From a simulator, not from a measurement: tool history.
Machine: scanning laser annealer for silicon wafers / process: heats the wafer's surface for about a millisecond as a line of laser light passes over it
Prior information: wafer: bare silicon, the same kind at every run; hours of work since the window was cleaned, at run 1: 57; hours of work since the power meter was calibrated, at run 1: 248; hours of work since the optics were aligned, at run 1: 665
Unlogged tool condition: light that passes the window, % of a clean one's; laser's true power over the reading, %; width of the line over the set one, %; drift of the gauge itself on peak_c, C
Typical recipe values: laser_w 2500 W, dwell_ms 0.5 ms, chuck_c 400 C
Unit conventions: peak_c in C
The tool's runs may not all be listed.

| run | hour | laser_w | dwell_ms | chuck_c | hours of work since the window was cleaned | hours of work since the power meter was calibrated | hours of work since the optics were aligned | peak_c |
|---|---|---|---|---|---|---|---|---|
| 1 | 0 | 2500 | 0.5 | 400 | 57 | 248 | 665 | 1196 |
| 2 | 15.3 | 2500 | 0.5 | 400 | 69 | 259 | 676 | 1197 |
| 3 | 30.3 | 2500 | 0.5 | 400 | 80 | 271 | 687 | 1196 |
| 4 | 40.8 | 2500 | 0.5 | 400 | 88 | 278 | 695 | 1200 |
| 5 | 50.8 | 2500 | 0.5 | 400 | 95 | 286 | 703 | 1197 |
| 6 | 63.7 | 2500 | 0.5 | 400 | 105 | 296 | 713 | 1199 |
| 7 | 82.5 | 2500 | 0.408 | 400 | 119 | 310 | 727 | 1105 |
| 8 | 99.7 | 2500 | 0.5 | 385 | 132 | 323 | 739 | 1181 |
| 9 | 120.8 | 2500 | 0.5 | 400 | 148 | 338 | 755 | 1198 |
| 10 | 134.2 | 2525 | 0.5 | 400 | 158 | 348 | 765 | 1203 |
| 11 | 150.1 | 2500 | 0.5 | 400 | 170 | 360 | 777 | 1200 |
| 12 | 168.4 | 2500 | 0.5 | 400 | 183 | 374 | 791 | 1195 |
| 13 | 189.7 | 2500 | 0.5 | 400 | 199 | 390 | 807 | 1197 |
| 14 | 211.2 | 2632 | 0.5 | 400 | 215 | 406 | 823 | 1243 |
| 15 | 230.2 | 2632 | 0.5 | 400 | 230 | 420 | 837 | 1243 |
| 16 | 246.1 | 2500 | 0.5 | 401 | 242 | 432 | 849 | 1197 |
| 17 | 266.1 | 2500 | 0.5 | 401 | 256 | 447 | 864 | 1197 |
| 18 | 284.2 | 2500 | 0.5 | 400 | 270 | 461 | 878 | 1196 |
| 19 | 298.1 | 2500 | 0.5 | 400 | 280 | 471 | 888 | 1195 |
| 20 | 308.3 | 2500 | 0.5 | 400 | 288 | 479 | 896 | 1196 |
| 21 | 322.3 | 2483 | 0.379 | 377 | 299 | 489 | 906 | 1049 |
| 22 | 338.6 | 2500 | 0.52 | 400 | 311 | 502 | 918 | 1214 |
| 23 | 356.1 | 2535 | 0.594 | 400 | 324 | 515 | 932 | 1297 |
| 24 | 368.6 | 2292 | 0.414 | 382 | 333 | 524 | 941 | 1033 |
| 25 | 383 | 2292 | 0.414 | 382 | 344 | 535 | 952 | 1033 |
| 26 | 397.5 | 2263 | 0.615 | 426 | 355 | 546 | 963 | 1238 |
| 27 | 410.2 | 2179 | 0.368 | 400 | 364 | 555 | 972 | 974 |
| 28 | 421.3 | 2500 | 0.487 | 387 | 373 | 564 | 980 | 1174 |
| 29 | 439.7 | 2362 | 0.5 | 400 | 387 | 577 | 994 | 1153 |
| 30 | 455.5 | 2704 | 0.399 | 400 | 398 | 589 | 1006 | 1161 |
| 31 | 476.8 | 2704 | 0.373 | 400 | 414 | 605 | 1022 | 1128 |
| 32 | 489.9 | 2704 | 0.373 | 400 | 424 | 615 | 1032 | 1129 |
| 33 | 506.6 | 2589 | 0.505 | 377 | 437 | 627 | 1044 | 1210 |
| 34 | 518.6 | 2589 | 0.363 | 398 | 446 | 636 | 1053 | 1082 |
| 35 | 528.8 | 2130 | 0.414 | 393 | 453 | 644 | 1061 | 995 |
|  | 540.9 | optics aligned, line set to its width |
| 36 | 547.2 | 2130 | 0.414 | 393 | 463 | 654 | 5 | 993 |
| 37 | 557.2 | 2696 | 0.414 | 430 | 471 | 662 | 12 | 1204 |
| 38 | 567.4 | 2500 | 0.5 | 366 | 479 | 669 | 20 | 1169 |
| 39 | 586.3 | 2500 | 0.5 | 366 | 493 | 683 | 34 | 1164 |
| 40 | 601.3 | 2712 | 0.485 | 400 | 504 | 695 | 45 | 1254 |

Forecast each of these 3 alternatives for the next run:
| A | 619.6 | 2664 | 0.404 | 375 | 518 | 708 | 59 | ? |
| B | 619.6 | 2686 | 0.5 | 400 | 518 | 708 | 59 | ? |
| C | 619.6 | 2500 | 0.377 | 376 | 518 | 708 | 59 | ? |

| run | peak_c |
|---|---|
| A | 1124 |
| B | 1260 |
| C | 1051 |
With the hidden condition removed and each run's random variation left untouched, the same runs would have given:
| run | peak_c |
|---|---|
| A | 1124 |
| B | 1260 |
| C | 1052 |

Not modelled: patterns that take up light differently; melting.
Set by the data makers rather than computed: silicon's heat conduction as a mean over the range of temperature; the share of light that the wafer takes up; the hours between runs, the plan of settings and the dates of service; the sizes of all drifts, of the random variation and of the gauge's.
